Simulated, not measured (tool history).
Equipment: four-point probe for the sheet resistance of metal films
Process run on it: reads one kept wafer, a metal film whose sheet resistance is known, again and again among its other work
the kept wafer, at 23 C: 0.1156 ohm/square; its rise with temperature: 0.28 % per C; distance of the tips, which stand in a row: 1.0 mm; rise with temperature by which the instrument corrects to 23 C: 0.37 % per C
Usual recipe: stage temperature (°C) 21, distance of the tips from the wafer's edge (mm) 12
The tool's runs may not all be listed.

| run | hour | stage temperature (°C) | distance of the tips from the wafer's edge (mm) | sheet resistance as the instrument gives it (ohm/square) |
|---|---|---|---|---|
| 1 | 0 | 21 | 12 | 0.116212 |
| 2 | 45.6 | 21 | 12 | 0.116205 |
| 3 | 136.6 | 21 | 12 | 0.116225 |
| 4 | 178.1 | 21 | 12 | 0.116202 |
| 5 | 235.4 | 21 | 12 | 0.116257 |
| 6 | 322.1 | 21 | 49 | 0.115846 |
| 7 | 370.7 | 21 | 49 | 0.115832 |
| 8 | 431.8 | 20 | 48 | 0.11591 |
| 9 | 505.4 | 20 | 48 | 0.11594 |
| 10 | 590.5 | 20 | 48 | 0.115895 |
| 11 | 644.7 | 27 | 5 | 0.117612 |
| 12 | 714.2 | 21 | 11 | 0.116311 |
| 13 | 791 | 21 | 11 | 0.116355 |

Consider 3 possible next runs. They are alternatives, not a sequence: every one starts from the tool as it was left by run 13. What does each give?
| A | 847.1 | 30 | 11 | ? |
| B | 847.1 | 29 | 41 | ? |
| C | 847.1 | 18 | 11 | ? |

| run | sheet resistance as the instrument gives it (ohm/square) |
|---|---|
| A | 0.11548 |
| B | 0.115109 |
| C | 0.116627 |
With the hidden condition removed and each run's random variation left untouched, the same runs would have given:
| run | sheet resistance as the instrument gives it (ohm/square) |
|---|---|
| A | 0.115475 |
| B | 0.115104 |
| C | 0.116622 |
